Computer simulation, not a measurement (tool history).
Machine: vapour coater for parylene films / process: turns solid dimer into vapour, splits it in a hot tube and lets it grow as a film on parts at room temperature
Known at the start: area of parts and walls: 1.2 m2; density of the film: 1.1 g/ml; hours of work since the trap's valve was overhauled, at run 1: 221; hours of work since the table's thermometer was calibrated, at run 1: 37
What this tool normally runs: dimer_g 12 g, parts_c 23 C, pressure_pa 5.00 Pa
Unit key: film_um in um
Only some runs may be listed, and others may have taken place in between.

| run | hour | dimer_g | parts_c | pressure_pa | hours of work since the trap's valve was overhauled | hours of work since the table's thermometer was calibrated | film_um |
|---|---|---|---|---|---|---|---|
| 1 | 0.0 | 12 | 23 | 5.00 | 221 | 37 | 5.49 |
| 2 | 60.8 | 12 | 23 | 5.00 | 252 | 69 | 5.49 |
|  | 105.3 | trap's valve overhauled |
| 3 | 105.3 | 12 | 23 | 5.00 | 0 | 90 | 5.58 |
| 4 | 158.1 | 12 | 23 | 5.00 | 27 | 117 | 5.56 |
| 5 | 237.6 | 14 | 23 | 5.00 | 69 | 158 | 6.48 |
| 6 | 322.5 | 14 | 23 | 5.00 | 113 | 202 | 6.42 |
| 7 | 409.8 | 14 | 23 | 5.00 | 158 | 248 | 6.43 |
| 8 | 446.0 | 14 | 23 | 5.00 | 177 | 266 | 6.38 |
| 9 | 483.9 | 14 | 23 | 5.00 | 197 | 286 | 6.47 |
| 10 | 555.1 | 14 | 23 | 5.00 | 234 | 323 | 6.44 |
|  | 638.8 | trap's valve overhauled |
| 11 | 638.8 | 12 | 18 | 5.00 | 0 | 364 | 6.17 |

Alternative continuations, all from the tool just after run 11; predict every row:
| A | 726.6 | 6 | 32 | 3.72 | 46 | 410 | ? |
| B | 726.6 | 12 | 18 | 11.14 | 46 | 410 | ? |
| C | 726.6 | 12 | 24 | 2.79 | 46 | 410 | ? |
| D | 726.6 | 14 | 23 | 5.00 | 46 | 410 | ? |
| E | 726.6 | 14 | 23 | 2.99 | 46 | 410 | ? |

| run | film_um |
|---|---|
| A | 2.38 |
| B | 5.49 |
| C | 5.95 |
| D | 6.36 |
| E | 6.94 |
Stripped of hidden state, with their random variation kept, the same runs would have yielded:
| run | film_um |
|---|---|
| A | 2.39 |
| B | 5.50 |
| C | 5.96 |
| D | 6.37 |
| E | 6.94 |
